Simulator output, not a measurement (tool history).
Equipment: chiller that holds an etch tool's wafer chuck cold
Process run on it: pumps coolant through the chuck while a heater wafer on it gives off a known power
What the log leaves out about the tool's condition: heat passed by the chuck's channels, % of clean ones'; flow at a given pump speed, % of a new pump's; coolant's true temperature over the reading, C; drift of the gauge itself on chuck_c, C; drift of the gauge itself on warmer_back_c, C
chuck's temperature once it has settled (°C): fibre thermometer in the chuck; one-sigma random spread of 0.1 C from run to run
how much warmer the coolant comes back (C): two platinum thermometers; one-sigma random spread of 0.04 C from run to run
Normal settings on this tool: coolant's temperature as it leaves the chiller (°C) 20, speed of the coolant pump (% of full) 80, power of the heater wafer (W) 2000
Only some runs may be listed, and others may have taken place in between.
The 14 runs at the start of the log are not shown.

run    hour  coolant's temperature as it leaves the chiller (°C)  speed of the coolant pump (% of full)  power of the heater wafer (W)  hours since the coolant was changed and the channels were flushed  hours since the pump was overhauled  hours since the chiller's thermometer was calibrated  chuck's temperature once it has settled (°C)  how much warmer the coolant comes back (C)
 15   651.7                                                   20                                     80                           2000                                                                894                                 3073                                                  2647                                            40                                        9.62
 16   703.6                                                   20                                     80                           2000                                                                946                                 3125                                                  2699                                          40.2                                        9.54
 17   741.2                                                   20                                     95                           2365                                                                983                                 3163                                                  2736                                          41.6                                        9.43
 18   772.2                                                   20                                     95                           2365                                                               1014                                 3194                                                  2767                                          41.4                                        9.43
 19   826.3                                                   10                                     99                           1096                                                               1068                                 3248                                                  2821                                          19.5                                        4.15
 20   874.2                                                   27                                     67                           1313                                                               1116                                 3296                                                  2869                                            42                                        7.81
 21   915.8                                                   27                                     67                           1313                                                               1158                                 3337                                                  2911                                          42.1                                        7.89
 22   968.1                                                   27                                     67                           1313                                                               1210                                 3389                                                  2963                                          42.1                                         7.8
 23     997                                                   27                                     63                           1313                                                               1239                                 3418                                                  2992                                          42.8                                        8.42
 24  1049.8                                                   27                                     63                           1313                                                               1292                                 3471                                                  3045                                          42.8                                        8.43
 25  1096.9                                                   27                                     63                           1313                                                               1339                                 3518                                                  3092                                          42.7                                        8.35
 26  1146.3                                                   12                                     93                           1081                                                               1388                                 3568                                                  3141                                          21.7                                        4.45
 27    1205                                                   25                                     70                           1888                                                               1447                                 3626                                                  3200                                          46.1                                       10.74
 28  1241.4                                                   25                                     67                           1222                                                               1483                                 3663                                                  3236                                          39.1                                        7.32
 29  1272.4                                                   16                                     97                           2000                                                               1514                                 3694                                                  3267                                          34.2                                        7.86
 30  1330.1                                                   16                                     97                           2000                                                               1572                                 3751                                                  3325                                            34                                        7.91
       1334  -- chiller's thermometer calibrated
 31  1379.1                                                   20                                     91                           2565                                                               1620                                 3799                                                    45                                          44.9                                       10.87

What if the next run were any one of these 5? Each begins from the tool's condition after run 31:
  A  1432.7                                                   23                                     73                           1712                                                               1674                                 3853                                                    99                                             ?                                           ?
  B  1432.7                                                   11                                     80                           2000                                                               1674                                 3853                                                    99                                             ?                                           ?
  C  1432.7                                                   22                                     64                           1104                                                               1674                                 3853                                                    99                                             ?                                           ?
  D  1432.7                                                   20                                     96                           2943                                                               1674                                 3853                                                    99                                             ?                                           ?
  E  1432.7                                                   18                                     80                           1133                                                               1674                                 3853                                                    99                                             ?                                           ?

run  chuck's temperature once it has settled (°C)  how much warmer the coolant comes back (C)
  A                                          42.1                                        9.33
  B                                            32                                        9.79
  C                                          35.5                                        6.98
  D                                          47.4                                       11.73
  E                                          29.9                                        5.51
Without the tool's unlogged condition, the same runs would have read:
run  chuck's temperature once it has settled (°C)  how much warmer the coolant comes back (C)
  A                                          40.2                                         8.4
  B                                            30                                        8.81
  C                                          34.2                                        6.28
  D                                          44.8                                       10.56
  E                                          28.8                                        4.96

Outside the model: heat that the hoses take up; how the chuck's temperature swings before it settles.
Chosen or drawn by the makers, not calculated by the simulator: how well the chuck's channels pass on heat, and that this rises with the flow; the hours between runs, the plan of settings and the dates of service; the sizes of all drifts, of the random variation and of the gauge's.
